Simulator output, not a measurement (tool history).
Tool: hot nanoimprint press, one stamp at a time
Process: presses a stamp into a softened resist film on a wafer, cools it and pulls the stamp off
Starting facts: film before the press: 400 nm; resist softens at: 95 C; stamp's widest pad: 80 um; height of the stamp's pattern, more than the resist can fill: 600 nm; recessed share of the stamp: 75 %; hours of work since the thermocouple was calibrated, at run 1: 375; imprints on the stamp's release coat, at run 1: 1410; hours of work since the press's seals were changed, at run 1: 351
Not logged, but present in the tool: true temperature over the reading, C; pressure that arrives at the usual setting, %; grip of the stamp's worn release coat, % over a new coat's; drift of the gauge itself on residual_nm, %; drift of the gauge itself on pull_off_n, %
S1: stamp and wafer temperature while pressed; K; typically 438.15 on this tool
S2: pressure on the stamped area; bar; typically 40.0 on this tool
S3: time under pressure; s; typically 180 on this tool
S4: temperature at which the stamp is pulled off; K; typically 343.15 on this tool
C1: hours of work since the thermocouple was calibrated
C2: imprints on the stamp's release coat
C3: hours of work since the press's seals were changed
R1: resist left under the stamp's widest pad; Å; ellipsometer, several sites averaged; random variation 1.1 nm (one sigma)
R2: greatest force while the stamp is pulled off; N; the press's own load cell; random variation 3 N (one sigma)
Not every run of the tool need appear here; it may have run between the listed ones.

run 1 hour=0.0 | S1=438.15 S2=40.0 S3=180 S4=343.15 | C1=375 C2=1410 C3=351 | R1=2137 R2=211
run 2 hour=16.4 | S1=438.15 S2=40.0 S3=180 S4=343.15 | C1=383 C2=1464 C3=359 | R1=2159 R2=211
run 3 hour=34.8 | S1=438.15 S2=40.0 S3=180 S4=343.15 | C1=391 C2=1525 C3=367 | R1=2147 R2=213
-- hour=54.2 plate thermocouple calibrated
run 4 hour=69.8 | S1=438.15 S2=40.0 S3=180 S4=343.15 | C1=7 C2=1630 C3=381 | R1=2154 R2=210
run 5 hour=94.2 | S1=438.15 S2=40.0 S3=180 S4=343.15 | C1=18 C2=1710 C3=393 | R1=2155 R2=214
run 6 hour=130.3 | S1=443.15 S2=40.0 S3=180 S4=343.15 | C1=34 C2=1829 C3=409 | R1=1774 R2=211
run 7 hour=156.5 | S1=438.15 S2=40.0 S3=180 S4=343.15 | C1=46 C2=1915 C3=421 | R1=2140 R2=218
-- hour=173.1 stamp cleaned and given a new release coat
run 8 hour=188.4 | S1=438.15 S2=40.0 S3=180 S4=343.15 | C1=58 C2=50 C3=432 | R1=2174 R2=215
run 9 hour=207.7 | S1=438.15 S2=40.0 S3=180 S4=343.15 | C1=67 C2=114 C3=441 | R1=2158 R2=208
run 10 hour=245.0 | S1=438.15 S2=40.0 S3=180 S4=343.15 | C1=83 C2=236 C3=458 | R1=2145 R2=208
run 11 hour=261.2 | S1=438.15 S2=29.2 S3=180 S4=348.15 | C1=91 C2=290 C3=465 | R1=2405 R2=186
run 12 hour=284.7 | S1=442.15 S2=54.1 S3=148 S4=342.15 | C1=101 C2=367 C3=476 | R1=1786 R2=213
run 13 hour=311.6 | S1=442.15 S2=31.7 S3=254 S4=342.15 | C1=114 C2=455 C3=488 | R1=1782 R2=221
run 14 hour=339.2 | S1=442.15 S2=31.7 S3=254 S4=342.15 | C1=126 C2=546 C3=500 | R1=1772 R2=217
run 15 hour=357.7 | S1=442.15 S2=31.7 S3=254 S4=342.15 | C1=134 C2=607 C3=509 | R1=1766 R2=215
run 16 hour=391.0 | S1=446.15 S2=31.7 S3=254 S4=347.15 | C1=149 C2=716 C3=524 | R1=1531 R2=196
run 17 hour=422.6 | S1=438.15 S2=42.3 S3=206 S4=343.15 | C1=164 C2=820 C3=538 | R1=2002 R2=215
run 18 hour=448.7 | S1=450.15 S2=40.0 S3=180 S4=330.15 | C1=175 C2=906 C3=550 | R1=1381 R2=260
run 19 hour=464.9 | S1=437.15 S2=27.0 S3=180 S4=330.15 | C1=183 C2=959 C3=557 | R1=2535 R2=270

Entry by entry between the runs, the difference in hidden state between the last listed run before and the first listed run after:
Between runs 3 and 4: plate thermocouple calibrated (hour 54.2)
  true temperature over the reading, C: -0.02 -> 0
Between runs 7 and 8: stamp cleaned and given a new release coat (hour 173.1)
  grip of the stamp's worn release coat, % over a new coat's: 0.3 -> 0

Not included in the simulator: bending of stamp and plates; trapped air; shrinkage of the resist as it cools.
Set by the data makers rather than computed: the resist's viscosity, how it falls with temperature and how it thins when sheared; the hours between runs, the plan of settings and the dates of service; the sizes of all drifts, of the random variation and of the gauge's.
